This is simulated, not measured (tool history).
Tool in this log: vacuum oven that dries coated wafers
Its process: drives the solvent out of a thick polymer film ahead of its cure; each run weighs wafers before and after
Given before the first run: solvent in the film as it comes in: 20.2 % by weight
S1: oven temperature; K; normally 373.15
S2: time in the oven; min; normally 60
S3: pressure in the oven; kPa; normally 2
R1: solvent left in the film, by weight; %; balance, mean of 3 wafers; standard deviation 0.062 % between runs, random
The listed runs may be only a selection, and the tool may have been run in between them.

{"run": 1, "day": 0.0, "S1": 373.15, "S2": 60, "S3": 2, "R1": 3.87}
{"run": 2, "day": 1.788, "S1": 373.15, "S2": 60, "S3": 2, "R1": 3.9}
{"run": 3, "day": 3.104, "S1": 373.15, "S2": 60, "S3": 2, "R1": 3.86}
{"run": 4, "day": 4.404, "S1": 373.15, "S2": 60, "S3": 2, "R1": 3.74}
{"run": 5, "day": 6.025, "S1": 373.15, "S2": 60, "S3": 2, "R1": 3.85}
{"run": 6, "day": 7.758, "S1": 373.15, "S2": 60, "S3": 2, "R1": 3.87}
{"run": 7, "day": 9.312, "S1": 373.15, "S2": 60, "S3": 2, "R1": 3.72}
{"run": 8, "day": 11.296, "S1": 373.15, "S2": 60, "S3": 2, "R1": 3.67}
{"run": 9, "day": 13.171, "S1": 373.15, "S2": 39, "S3": 2, "R1": 5.93}
{"run": 10, "day": 14.4, "S1": 373.15, "S2": 60, "S3": 2, "R1": 3.8}
{"run": 11, "day": 15.429, "S1": 373.15, "S2": 60, "S3": 2, "R1": 3.78}
{"run": 12, "day": 16.575, "S1": 373.15, "S2": 60, "S3": 2, "R1": 3.71}
{"run": 13, "day": 18.258, "S1": 373.15, "S2": 60, "S3": 2, "R1": 3.73}
{"run": 14, "day": 19.833, "S1": 373.15, "S2": 60, "S3": 2, "R1": 3.71}
{"run": 15, "day": 21.004, "S1": 373.15, "S2": 56, "S3": 2, "R1": 4.01}
{"run": 16, "day": 22.383, "S1": 373.15, "S2": 56, "S3": 2, "R1": 3.99}
{"run": 17, "day": 24.396, "S1": 373.15, "S2": 56, "S3": 2, "R1": 4.1}
{"run": 18, "day": 25.688, "S1": 373.15, "S2": 56, "S3": 2, "R1": 4.01}
{"run": 19, "day": 27.054, "S1": 373.15, "S2": 60, "S3": 2, "R1": 3.74}
{"run": 20, "day": 29.154, "S1": 373.15, "S2": 60, "S3": 4.26, "R1": 4.6}
{"run": 21, "day": 30.279, "S1": 373.15, "S2": 34, "S3": 1.06, "R1": 6.46}
{"run": 22, "day": 31.846, "S1": 373.15, "S2": 34, "S3": 1.06, "R1": 6.23}
{"run": 23, "day": 33.683, "S1": 373.15, "S2": 34, "S3": 1.06, "R1": 6.25}
{"run": 24, "day": 35.55, "S1": 373.15, "S2": 34, "S3": 1.06, "R1": 6.33}
{"run": 25, "day": 37.525, "S1": 373.15, "S2": 56, "S3": 2, "R1": 3.97}
{"run": 26, "day": 39.3, "S1": 371.15, "S2": 49, "S3": 2, "R1": 5.26}
{"run": 27, "day": 40.646, "S1": 371.15, "S2": 49, "S3": 2, "R1": 5.2}
{"run": 28, "day": 41.667, "S1": 371.15, "S2": 49, "S3": 2, "R1": 5.2}
{"run": 29, "day": 43.562, "S1": 371.15, "S2": 34, "S3": 2.04, "R1": 7.02}
{"run": 30, "day": 44.667, "S1": 377.15, "S2": 31, "S3": 1.61, "R1": 5.73}
{"run": 31, "day": 45.608, "S1": 366.15, "S2": 31, "S3": 1.61, "R1": 9.1}
{"day": 47.692, "done": "oven's thermocouples calibrated"}
{"run": 32, "day": 47.692, "S1": 365.15, "S2": 57, "S3": 7.28, "R1": 9.29}
{"run": 33, "day": 49.679, "S1": 384.15, "S2": 42, "S3": 2, "R1": 2.92}
{"run": 34, "day": 51.704, "S1": 384.15, "S2": 42, "S3": 2, "R1": 2.9}
{"run": 35, "day": 53.467, "S1": 364.15, "S2": 87, "S3": 1.75, "R1": 4.93}
{"run": 36, "day": 55.554, "S1": 364.15, "S2": 87, "S3": 1.75, "R1": 4.85}
{"run": 37, "day": 57.1, "S1": 371.15, "S2": 87, "S3": 1.75, "R1": 2.92}
{"run": 38, "day": 59.083, "S1": 371.15, "S2": 87, "S3": 1.75, "R1": 2.92}

Run 39 has not been measured yet. What should we expect?
{"run": 39, "day": 59.992, "S1": 373.15, "S2": 60, "S3": 5.93, "R1": "?"}

Run 39 gave R1 5.66 %.
Had the tool carried no hidden state, the very same run would have given R1 5.24 %.
